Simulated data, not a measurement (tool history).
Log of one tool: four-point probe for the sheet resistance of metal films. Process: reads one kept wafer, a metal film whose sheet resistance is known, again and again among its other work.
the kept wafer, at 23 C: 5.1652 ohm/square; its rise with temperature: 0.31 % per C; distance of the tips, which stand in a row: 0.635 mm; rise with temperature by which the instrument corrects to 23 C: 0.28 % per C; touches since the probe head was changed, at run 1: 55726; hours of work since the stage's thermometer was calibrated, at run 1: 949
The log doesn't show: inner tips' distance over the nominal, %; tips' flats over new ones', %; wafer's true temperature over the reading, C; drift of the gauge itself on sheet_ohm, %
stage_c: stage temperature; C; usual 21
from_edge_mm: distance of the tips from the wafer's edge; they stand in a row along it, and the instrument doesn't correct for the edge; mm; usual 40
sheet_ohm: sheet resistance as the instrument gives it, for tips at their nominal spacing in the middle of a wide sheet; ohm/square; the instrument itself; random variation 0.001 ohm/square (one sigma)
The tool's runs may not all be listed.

run     day  stage_c  from_edge_mm  touches since the probe head was changed  hours of work since the stage's thermometer was calibrated  sheet_ohm
  1   0.000       21            40                                     55726                                                         949   5.143576
  2   2.300       21            40                                     58324                                                         978   5.142672
  3   5.396       21            40                                     61815                                                        1017   5.142554
  4   7.979       21            40                                     64732                                                        1050   5.140120
  5   9.850       25            40                                     66844                                                        1073   5.145905
  6  12.221       21            40                                     69519                                                        1103   5.139487
  7  14.279       21            40                                     71842                                                        1129   5.137876
  8  16.692       21            40                                     74564                                                        1160   5.137224
  9  18.808       21            40                                     76953                                                        1186   5.135689
 10  20.762       21            40                                     79157                                                        1211   5.137230
 11  23.858       27            40                                     82650                                                        1250   5.143019
 12  26.550       22            40                                     85687                                                        1284   5.136324
 13  28.888       21            40                                     88327                                                        1313   5.133705
 14  30.925       21            40                                     90623                                                        1339   5.133113
     33.746  -- new probe head fitted
 15  33.746       21            40                                         0                                                        1374   5.153664
 16  35.650       21            40                                      2151                                                        1398   5.154616
 17  38.092       21            40                                      4904                                                        1429   5.152022
 18  39.771       21            40                                      6799                                                        1450   5.149937
 19  41.154       23            40                                      8363                                                        1467   5.153953
 20  43.771       23            40                                     11313                                                        1500   5.150794
 21  46.471       23            40                                     14361                                                        1534   5.152084
 22  48.562       23            40                                     16721                                                        1561   5.151893
 23  50.388       25            19                                     18782                                                        1584   5.155553
 24  53.188       28            44                                     21942                                                        1619   5.158037
 25  54.442       25             6                                     23358                                                        1635   5.183308
 26  56.600       25             6                                     25794                                                        1662   5.181167
 27  58.442       25             6                                     27872                                                        1685   5.182967
 28  60.500       25            53                                     30191                                                        1711   5.151601
 29  61.929       27            53                                     31808                                                        1729   5.153404
 30  63.696       27            53                                     33800                                                        1752   5.151471
 31  66.717       27            53                                     37210                                                        1790   5.150651
 32  68.617       27            53                                     39355                                                        1814   5.149853
 33  70.292       27             4                                     41241                                                        1835   5.218552
 34  72.150       26            66                                     43341                                                        1858   5.146667
 35  73.825       32             7                                     45230                                                        1879   5.178059
 36  76.029       32             7                                     47717                                                        1907   5.178238
 37  77.762       32             7                                     49672                                                        1929   5.177304
 38  79.529       32             7                                     51666                                                        1951   5.177144
 39  80.958       32            21                                     53279                                                        1969   5.156580
 40  83.975       32            13                                     56684                                                        2007   5.157968
 41  85.279       21            26                                     58155                                                        2024   5.136003
 42  87.362       26            35                                     60507                                                        2050   5.143749
 43  88.742       26            35                                     62065                                                        2067   5.141993
 44  90.325       26            35                                     63849                                                        2087   5.141628

4 ways to go on from here, each from the tool as it stands after run 44. What would each give?
  A  93.225       30            40                                     67123                                                        2124          ?
  B  93.225       29            68                                     67123                                                        2124          ?
  C  93.225       22            40                                     67123                                                        2124          ?
  D  93.225       34            44                                     67123                                                        2124          ?

run  sheet_ohm
  A   5.145513
  B   5.144977
  C   5.132981
  D   5.152185
Without the tool's hidden state the same runs would have given:
run  sheet_ohm
  A   5.176371
  B   5.175848
  C   5.163897
  D   5.183018
